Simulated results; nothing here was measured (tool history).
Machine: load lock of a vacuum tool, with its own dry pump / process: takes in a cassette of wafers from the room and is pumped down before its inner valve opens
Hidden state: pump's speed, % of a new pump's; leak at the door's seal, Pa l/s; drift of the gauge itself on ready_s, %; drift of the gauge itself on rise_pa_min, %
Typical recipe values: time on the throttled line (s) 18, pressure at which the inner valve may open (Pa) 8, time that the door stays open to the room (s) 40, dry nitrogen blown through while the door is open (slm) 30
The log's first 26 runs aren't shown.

run     hour  time on the throttled line (s)  pressure at which the inner valve may open (Pa)  time that the door stays open to the room (s)  dry nitrogen blown through while the door is open (slm)  hours that the pump has run since its overhaul  times that the door has closed on its seal  incoming humidity of the room's air, %  time from the closed door until the inner valve may open (s)  rise of the pressure with all valves shut (Pa/min)
 27   8381.6                              13                                               11                                             40                                                       17                                            7725                                        2505                                    46.3                                                          24.8                                               0.058
 28   8726.3                              23                                                8                                             40                                                       18                                            8070                                        3993                                    43.1                                                            34                                               0.059
 29   8996.3                              18                                                9                                            178                                                       43                                            8340                                        5160                                    43.6                                                          29.8                                                0.11
 30   9309.8                              12                                                8                                             65                                                       12                                            8654                                        6514                                    45.5                                                          24.5                                               0.098
 31   9674.4                              28                                                7                                             33                                                       40                                            9018                                        8088                                    47.5                                                          38.8                                               0.057
 32   9947.6                              17                                                7                                             30                                                       40                                            9291                                        9268                                    47.4                                                          29.3                                               0.056
 33    10199                              24                                                8                                            103                                                       30                                            9543                                       10353                                      49                                                          35.1                                                0.11
 34  10419.7                              24                                                8                                            103                                                       30                                            9764                                       11307                                    45.8                                                          35.1                                                0.11
 35  10812.1                              18                                               13                                             87                                                       30                                           10156                                       13002                                    49.2                                                          29.1                                               0.111

Below are 5 alternative next runs, each starting from the tool's condition after run 35. Predict each:
  A  11204                              18                                               13                                             87                                                        5                                           10548                                       14694                                    44.5                                                             ?                                                   ?
  B  11204                              18                                                9                                             51                                                       30                                           10548                                       14694                                    44.8                                                             ?                                                   ?
  C  11204                              25                                                8                                             70                                                        9                                           10548                                       14694                                    43.3                                                             ?                                                   ?
  D  11204                              18                                                8                                             33                                                       30                                           10548                                       14694                                    44.4                                                             ?                                                   ?
  E  11204                              18                                               13                                             87                                                       33                                           10548                                       14694                                    43.2                                                             ?                                                   ?

run  time from the closed door until the inner valve may open (s)  rise of the pressure with all valves shut (Pa/min)
  A                                                          29.5                                                0.16
  B                                                          30.2                                                0.09
  C                                                            36                                               0.129
  D                                                          30.2                                               0.081
  E                                                          29.4                                               0.103
Had the tool no hidden state, the same runs would have come out as:
run  time from the closed door until the inner valve may open (s)  rise of the pressure with all valves shut (Pa/min)
  A                                                          27.9                                               0.123
  B                                                          28.5                                               0.053
  C                                                          34.4                                               0.092
  D                                                          28.5                                               0.044
  E                                                          27.8                                               0.066
